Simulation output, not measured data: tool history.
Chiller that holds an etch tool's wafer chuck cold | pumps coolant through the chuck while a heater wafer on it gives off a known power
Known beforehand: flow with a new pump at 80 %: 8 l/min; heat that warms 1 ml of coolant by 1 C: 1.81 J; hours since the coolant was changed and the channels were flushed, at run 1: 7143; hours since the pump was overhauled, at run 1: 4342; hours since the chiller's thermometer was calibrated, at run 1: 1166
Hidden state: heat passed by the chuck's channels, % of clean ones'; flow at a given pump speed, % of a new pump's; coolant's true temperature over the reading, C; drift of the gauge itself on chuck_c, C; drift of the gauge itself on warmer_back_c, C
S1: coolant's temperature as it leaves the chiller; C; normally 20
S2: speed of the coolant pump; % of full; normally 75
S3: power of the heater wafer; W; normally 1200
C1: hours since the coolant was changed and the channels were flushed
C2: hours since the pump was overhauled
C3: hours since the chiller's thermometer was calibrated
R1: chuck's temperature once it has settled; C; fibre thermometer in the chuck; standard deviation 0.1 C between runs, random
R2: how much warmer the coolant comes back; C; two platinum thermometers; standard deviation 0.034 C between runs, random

Run 1, hour 0: usual settings; C1 7143; C2 4342; C3 1166. Result: R1 34.9 C, R2 5.51 C.
Run 2, hour 169.4: usual settings; C1 7312; C2 4512; C3 1335. Result: R1 34.8 C, R2 5.52 C.
Run 3, hour 295: usual settings; C1 7438; C2 4637; C3 1461. Result: R1 35 C, R2 5.64 C.
Run 4, hour 483.2: usual settings; C1 7626; C2 4825; C3 1649. Result: R1 34.8 C, R2 5.55 C.
Run 5, hour 660.3: usual settings; C1 7803; C2 5003; C3 1826. Result: R1 35 C, R2 5.6 C.
Run 6, hour 758: usual settings; C1 7901; C2 5100; C3 1924. Result: R1 34.9 C, R2 5.6 C.
Run 7, hour 901: usual settings; C1 8044; C2 5243; C3 2067. Result: R1 35.1 C, R2 5.58 C.
At hour 955.2: coolant changed, channels flushed.
Run 8, hour 1095.6: usual settings; C1 140; C2 5432; C3 2255. Result: R1 33.6 C, R2 5.65 C.
Run 9, hour 1240.9: usual settings; C1 286; C2 5577; C3 2400. Result: R1 33.5 C, R2 5.56 C.
Run 10, hour 1352.7: usual settings; C1 397; C2 5689; C3 2512. Result: R1 33.6 C, R2 5.68 C.
At hour 1494: chiller's thermometer calibrated.
Run 11, hour 1547: usual settings but S3 1786 W; C1 591; C2 5882; C3 53. Result: R1 40.6 C, R2 8.39 C.
Run 12, hour 1698.9: usual settings but S3 1786 W; C1 743; C2 6034; C3 205. Result: R1 40.8 C, R2 8.48 C.
Run 13, hour 1819.4: usual settings but S1 12 C, S3 1786 W; C1 863; C2 6155; C3 325. Result: R1 33 C, R2 8.44 C.
Run 14, hour 1996.3: usual settings; C1 1040; C2 6331; C3 502. Result: R1 33.9 C, R2 5.72 C.
Run 15, hour 2175.6: usual settings but S1 16 C; C1 1219; C2 6511; C3 682. Result: R1 30 C, R2 5.7 C.
Run 16, hour 2405.3: usual settings but S3 633 W; C1 1449; C2 6741; C3 911. Result: R1 27.2 C, R2 3.08 C.
Run 17, hour 2550.5: usual settings but S1 19 C, S2 80 % of full, S3 721 W; C1 1594; C2 6886; C3 1056. Result: R1 26.9 C, R2 3.19 C.
Run 18, hour 2728.3: usual settings but S1 19 C, S2 80 % of full, S3 721 W; C1 1772; C2 7064; C3 1234. Result: R1 27.1 C, R2 3.21 C.
Run 19, hour 2901.7: usual settings but S1 13 C, S2 96 % of full, S3 620 W; C1 1945; C2 7237; C3 1408. Result: R1 18.9 C, R2 2.3 C.
At hour 2921.9: coolant pump overhauled.
Run 20, hour 3125.1: usual settings but S1 13 C, S2 96 % of full, S3 620 W; C1 2164; C2 203; C3 1626. Result: R1 19 C, R2 2.38 C.
Run 21, hour 3308.7: usual settings but S1 13 C, S2 96 % of full, S3 620 W; C1 2347; C2 387; C3 1810. Result: R1 19.1 C, R2 2.36 C.
Run 22, hour 3508.2: usual settings but S1 13 C, S2 96 % of full, S3 620 W; C1 2547; C2 586; C3 2009. Result: R1 19 C, R2 2.4 C.
Run 23, hour 3740: usual settings but S1 27 C, S2 68 % of full, S3 981 W; C1 2779; C2 818; C3 2241. Result: R1 40.5 C, R2 5.54 C.
At hour 3866.4: coolant pump overhauled, once more.
Run 24, hour 3902.9: usual settings but S1 27 C, S2 68 % of full, S3 981 W; C1 2937; C2 37; C3 2399. Result: R1 39 C, R2 4.83 C.
Run 25, hour 4080.1: usual settings but S1 23 C, S3 1233 W; C1 3114; C2 214; C3 2576. Result: R1 36.7 C, R2 5.51 C.
At hour 4160.6: chiller's thermometer calibrated.
Run 26, hour 4247.1: usual settings but S1 12 C, S2 89 % of full, S3 698 W; C1 3280; C2 380; C3 86. Result: R1 18.8 C, R2 2.56 C.
Run 27, hour 4442: usual settings but S1 15 C, S2 89 % of full, S3 614 W; C1 3475; C2 575; C3 281. Result: R1 20.7 C, R2 2.3 C.
Run 28, hour 4589: usual settings but S1 13 C, S2 60 % of full, S3 1193 W; C1 3622; C2 722; C3 428. Result: R1 29.7 C, R2 6.84 C.
Run 29, hour 4774.9: usual settings but S2 85 % of full, S3 1514 W; C1 3808; C2 907; C3 614. Result: R1 35.6 C, R2 6.02 C.
Run 30, hour 4887: usual settings but S1 22 C, S2 71 % of full, S3 920 W; C1 3920; C2 1020; C3 726. Result: R1 33.2 C, R2 4.35 C.
Run 31, hour 5037.6: usual settings but S1 11 C; C1 4070; C2 1170; C3 877. Result: R1 24.9 C, R2 5.36 C.

Here are 5 independent what-if runs from the current tool condition. What would each one return?
Run A, hour 5139.2: usual settings but S1 19 C, S2 78 % of full, S3 604 W; C1 4172; C2 1272; C3 979. Result: R1 ?, R2 ?.
Run B, hour 5139.2: usual settings but S1 11 C, S2 63 % of full; C1 4172; C2 1272; C3 979. Result: R1 ?, R2 ?.
Run C, hour 5139.2: usual settings but S1 22 C, S2 92 % of full, S3 1184 W; C1 4172; C2 1272; C3 979. Result: R1 ?, R2 ?.
Run D, hour 5139.2: usual settings but S1 21 C, S2 90 % of full, S3 695 W; C1 4172; C2 1272; C3 979. Result: R1 ?, R2 ?.
Run E, hour 5139.2: usual settings but S3 847 W; C1 4172; C2 1272; C3 979. Result: R1 ?, R2 ?.

run    R1    R2
  A  25.5  2.64
  B  27.3  6.52
  C  33.2  4.31
  D  27.7  2.58
  E  29.9  3.81
Without the tool's hidden state the same runs would have given:
run    R1    R2
  A  25.2   2.6
  B  26.4  6.42
  C  32.6  4.24
  D  27.4  2.54
  E  29.4  3.75

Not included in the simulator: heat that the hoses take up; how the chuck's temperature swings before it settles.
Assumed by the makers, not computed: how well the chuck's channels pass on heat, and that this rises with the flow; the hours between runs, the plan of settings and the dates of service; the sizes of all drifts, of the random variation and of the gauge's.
